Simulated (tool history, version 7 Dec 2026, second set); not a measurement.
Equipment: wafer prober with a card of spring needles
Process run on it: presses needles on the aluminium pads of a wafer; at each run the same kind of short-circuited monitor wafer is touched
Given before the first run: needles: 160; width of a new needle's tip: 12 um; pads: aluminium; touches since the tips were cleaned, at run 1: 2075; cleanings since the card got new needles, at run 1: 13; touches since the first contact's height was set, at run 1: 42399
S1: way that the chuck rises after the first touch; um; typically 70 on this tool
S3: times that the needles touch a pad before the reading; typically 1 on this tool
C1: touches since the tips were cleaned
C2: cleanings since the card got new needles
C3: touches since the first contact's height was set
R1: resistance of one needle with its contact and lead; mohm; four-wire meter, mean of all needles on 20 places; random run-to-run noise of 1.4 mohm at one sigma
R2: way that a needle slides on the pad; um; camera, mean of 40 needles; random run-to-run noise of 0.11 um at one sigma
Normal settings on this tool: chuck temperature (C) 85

Run 1, day 0.000: usual settings; C1 2075; C2 13; C3 42399. Result: R1 143 mohm, R2 18.33 um.
At day 0.096: tips cleaned on abrasive film.
Run 2, day 0.288: usual settings but S3 2; C1 1130; C2 14; C3 44061. Result: R1 135 mohm, R2 18.44 um.
At day 0.562: tips cleaned on abrasive film.
Run 3, day 0.604: usual settings but S1 56 um; C1 246; C2 15; C3 45880. Result: R1 134 mohm, R2 14.65 um.
Run 4, day 0.975: usual settings but S1 56 um; C1 2428; C2 15; C3 48062. Result: R1 146 mohm, R2 14.71 um.
At day 1.021: tips cleaned on abrasive film.
Run 5, day 1.371: usual settings but S1 56 um; C1 2061; C2 16; C3 50356. Result: R1 150 mohm, R2 14.57 um.
At day 1.483: tips cleaned on abrasive film.
Run 6, day 1.633: usual settings but S1 56 um; C1 863; C2 17; C3 51861. Result: R1 141 mohm, R2 14.66 um.
Run 7, day 1.854: usual settings but chuck temperature (C) 65; C1 2169; C2 17; C3 53167. Result: R1 137 mohm, R2 18.18 um.
At day 1.950: tips cleaned on abrasive film.
Run 8, day 2.217: usual settings but chuck temperature (C) 65; C1 1550; C2 18; C3 55261. Result: R1 141 mohm, R2 18.36 um.
At day 2.421: tips cleaned on abrasive film.
Run 9, day 2.567: usual settings but chuck temperature (C) 65; C1 855; C2 19; C3 57292. Result: R1 134 mohm, R2 18.33 um.
At day 2.867: tips cleaned on abrasive film.
Run 10, day 2.983: usual settings but S3 2; C1 679; C2 20; C3 59708. Result: R1 134 mohm, R2 18.17 um.
Run 11, day 3.162: usual settings but S3 2; C1 1732; C2 20; C3 60761. Result: R1 139 mohm, R2 18.38 um.
At day 3.338: tips cleaned on abrasive film.
Run 12, day 3.562: usual settings but S3 2; C1 1321; C2 21; C3 63083. Result: R1 138 mohm, R2 18.26 um.
At day 3.788: tips cleaned on abrasive film.
Run 13, day 3.938: usual settings but S3 2; C1 882; C2 22; C3 65244. Result: R1 132 mohm, R2 18.12 um.
At day 4.238: tips cleaned on abrasive film.
Run 14, day 4.279: usual settings but S3 2; C1 244; C2 23; C3 67238. Result: R1 131 mohm, R2 18.34 um.
Run 15, day 4.667: usual settings but S3 2; C1 2511; C2 23; C3 69505. Result: R1 139 mohm, R2 18.15 um.
At day 4.700: tips cleaned on abrasive film.
Run 16, day 5.071: usual settings but chuck temperature (C) 61, S3 2; C1 2177; C2 24; C3 71851. Result: R1 135 mohm, R2 18.08 um.
At day 5.179: tips cleaned on abrasive film.
Run 17, day 5.279: usual settings but chuck temperature (C) 63; C1 594; C2 25; C3 73038. Result: R1 132 mohm, R2 18.33 um.
Run 18, day 5.617: usual settings but S1 58 um, chuck temperature (C) 32, S3 3; C1 2582; C2 25; C3 75026. Result: R1 129 mohm, R2 15.21 um.
At day 5.658: tips cleaned on abrasive film.
Run 19, day 5.833: usual settings but S1 68 um, chuck temperature (C) 32, S3 3; C1 1014; C2 26; C3 76252. Result: R1 125 mohm, R2 17.68 um.
Run 20, day 6.050: usual settings but S1 68 um, chuck temperature (C) 32, S3 3; C1 2293; C2 26; C3 77531. Result: R1 127 mohm, R2 17.67 um.
At day 6.108: tips cleaned on abrasive film.
Run 21, day 6.233: usual settings but S1 51 um, chuck temperature (C) 86, S3 2; C1 753; C2 27; C3 78589. Result: R1 138 mohm, R2 13.02 um.
Run 22, day 6.496: usual settings but S1 84 um, chuck temperature (C) 29, S3 2; C1 2282; C2 27; C3 80118. Result: R1 129 mohm, R2 21.91 um.
At day 6.533: height of the first contact set anew.
At day 6.571: tips cleaned on abrasive film.
Run 23, day 6.854: usual settings but S1 84 um, chuck temperature (C) 29, S3 2; C1 1681; C2 28; C3 1872. Result: R1 125 mohm, R2 21.60 um.
At day 7.025: tips cleaned on abrasive film.
Run 24, day 7.079: usual settings but S1 51 um, chuck temperature (C) 95; C1 325; C2 29; C3 3166. Result: R1 138 mohm, R2 12.72 um.
Run 25, day 7.304: usual settings but S1 51 um, chuck temperature (C) 95; C1 1645; C2 29; C3 4486. Result: R1 151 mohm, R2 12.71 um.
At day 7.492: tips cleaned on abrasive film.
Run 26, day 7.546: usual settings but S1 63 um, chuck temperature (C) 95; C1 312; C2 30; C3 5858. Result: R1 137 mohm, R2 15.79 um.
At day 7.617: height of the first contact set anew, once more.
At day 7.954: tips cleaned on abrasive film.
Run 27, day 7.954: usual settings but S1 79 um, chuck temperature (C) 64, S3 2; C1 0; C2 31; C3 1946. Result: R1 128 mohm, R2 21.03 um.
Run 28, day 8.196: usual settings but S1 79 um, chuck temperature (C) 64, S3 2; C1 1409; C2 31; C3 3355. Result: R1 131 mohm, R2 20.96 um.
At day 8.404: tips cleaned on abrasive film.
Run 29, day 8.542: usual settings but S1 79 um, chuck temperature (C) 64, S3 2; C1 827; C2 32; C3 5376. Result: R1 132 mohm, R2 21.16 um.
At day 8.867: tips cleaned on abrasive film.
Run 30, day 8.967: usual settings but S1 86 um, chuck temperature (C) 48, S3 2; C1 582; C2 33; C3 7832. Result: R1 125 mohm, R2 22.97 um.
At day 9.321: tips cleaned on abrasive film.
Run 31, day 9.388: usual settings but S1 63 um, chuck temperature (C) 28, S3 3; C1 402; C2 34; C3 10283. Result: R1 125 mohm, R2 16.61 um.
Run 32, day 9.658: usual settings but S1 82 um, chuck temperature (C) 28; C1 1986; C2 34; C3 11867. Result: R1 137 mohm, R2 22.06 um.
At day 9.788: tips cleaned on abrasive film.
Run 33, day 9.946: usual settings but S1 82 um, chuck temperature (C) 28; C1 909; C2 35; C3 13510. Result: R1 127 mohm, R2 21.86 um.

Hidden state or all else? Some run-to-run changes of R1, split into what the settings, what came in and random variation would give without the hidden state, and what is left for the hidden state (with any gauge scatter that isn't in both results):
Unlogged tool condition in this case: debris on the tips, nm; way that the needles fall short of the set height, um; tips' diameter, um; drift of the gauge itself on contact_mohm, %; drift of the gauge itself on scrub_um, %.
Run 3 -> 4: no setting touched and nothing written in the log between the runs. R1 +12 mohm: hidden state +13, all else -1.
Run 23 -> 24: S1 84 -> 51, chuck temperature (C) 29 -> 95, S3 2 -> 1, tips cleaned on abrasive film. R1 +13 mohm: hidden state -2, all else +15.
Run 24 -> 25: no setting touched and nothing written in the log between the runs. R1 +13 mohm: hidden state +11, all else +2.
Run 25 -> 26: S1 51 -> 63, tips cleaned on abrasive film. R1 -14 mohm: hidden state -12, all else -2.
